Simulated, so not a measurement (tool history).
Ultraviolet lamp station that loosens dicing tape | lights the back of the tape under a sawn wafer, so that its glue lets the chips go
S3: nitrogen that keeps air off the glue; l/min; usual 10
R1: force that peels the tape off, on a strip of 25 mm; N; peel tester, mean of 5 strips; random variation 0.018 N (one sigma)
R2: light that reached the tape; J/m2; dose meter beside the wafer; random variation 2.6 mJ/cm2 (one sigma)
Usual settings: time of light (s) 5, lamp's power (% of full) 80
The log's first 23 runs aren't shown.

At hour 823.4: window cleaned of glue's vapour.
Run 24, hour 851.0: usual settings but time of light (s) 8. Result: R1 0.745 N, R2 3550 J/m2.
Run 25, hour 882.8: usual settings but S3 4 l/min. Result: R1 2.526 N, R2 2230 J/m2.
Run 26, hour 904.8: usual settings but time of light (s) 2, lamp's power (% of full) 89. Result: R1 4.125 N, R2 950 J/m2.
Run 27, hour 938.4: usual settings but time of light (s) 9, lamp's power (% of full) 67. Result: R1 0.945 N, R2 3270 J/m2.
Run 28, hour 960.4: usual settings but time of light (s) 9, lamp's power (% of full) 67. Result: R1 0.960 N, R2 3220 J/m2.
Run 29, hour 991.3: usual settings but time of light (s) 3, lamp's power (% of full) 73, S3 5 l/min. Result: R1 4.246 N, R2 1180 J/m2.
Run 30, hour 1031.1: usual settings but lamp's power (% of full) 72, S3 5 l/min. Result: R1 2.756 N, R2 1830 J/m2.
Run 31, hour 1079.1: usual settings but time of light (s) 8, lamp's power (% of full) 79, S3 4 l/min. Result: R1 1.513 N, R2 3150 J/m2.
Run 32, hour 1102.5: usual settings but time of light (s) 3, lamp's power (% of full) 93, S3 6 l/min. Result: R1 3.517 N, R2 1400 J/m2.
Run 33, hour 1153.2: usual settings but lamp's power (% of full) 84, S3 18 l/min. Result: R1 1.749 N, R2 2050 J/m2.
At hour 1169.4: lamp changed.
Run 34, hour 1192.3: usual settings but time of light (s) 4, lamp's power (% of full) 84, S3 18 l/min. Result: R1 1.130 N, R2 2710 J/m2.
Run 35, hour 1238.1: usual settings but time of light (s) 3, lamp's power (% of full) 63, S3 13 l/min. Result: R1 2.809 N, R2 1500 J/m2.
Run 36, hour 1261.2: usual settings but time of light (s) 3, lamp's power (% of full) 63, S3 13 l/min. Result: R1 2.837 N, R2 1460 J/m2.
Run 37, hour 1292.8: usual settings but time of light (s) 3, lamp's power (% of full) 63, S3 13 l/min. Result: R1 2.905 N, R2 1450 J/m2.
Run 38, hour 1335.8: usual settings but lamp's power (% of full) 61, S3 9 l/min. Result: R1 1.796 N, R2 2350 J/m2.
Run 39, hour 1387.6: usual settings but time of light (s) 4, lamp's power (% of full) 95, S3 9 l/min. Result: R1 1.309 N, R2 2810 J/m2.
Run 40, hour 1432.6: usual settings but time of light (s) 4, lamp's power (% of full) 95, S3 9 l/min. Result: R1 1.294 N, R2 2790 J/m2.
Run 41, hour 1481.4: usual settings but time of light (s) 4, lamp's power (% of full) 95, S3 9 l/min. Result: R1 1.378 N, R2 2750 J/m2.
At hour 1485.5: window cleaned of glue's vapour.
Run 42, hour 1530.9: usual settings but time of light (s) 8. Result: R1 0.393 N, R2 4740 J/m2.
Run 43, hour 1563.4: usual settings but time of light (s) 2, lamp's power (% of full) 82, S3 15 l/min. Result: R1 3.290 N, R2 1190 J/m2.
Run 44, hour 1605.9: usual settings but time of light (s) 2, lamp's power (% of full) 92, S3 5 l/min. Result: R1 3.831 N, R2 1320 J/m2.

Forecast each of these 3 alternatives for the next run:
Run A, hour 1646.6: usual settings but time of light (s) 4. Result: R1 ?, R2 ?.
Run B, hour 1646.6: usual settings but S3 4 l/min. Result: R1 ?, R2 ?.
Run C, hour 1646.6: usual settings but time of light (s) 8, lamp's power (% of full) 65, S3 5 l/min. Result: R1 ?, R2 ?.

run     R1    R2
  A  1.741  2270
  B  1.773  2800
  C  1.041  3700
Without the tool's hidden state the same runs would have given:
run     R1    R2
  A  1.337  2670
  B  1.367  3300
  C  0.738  4350
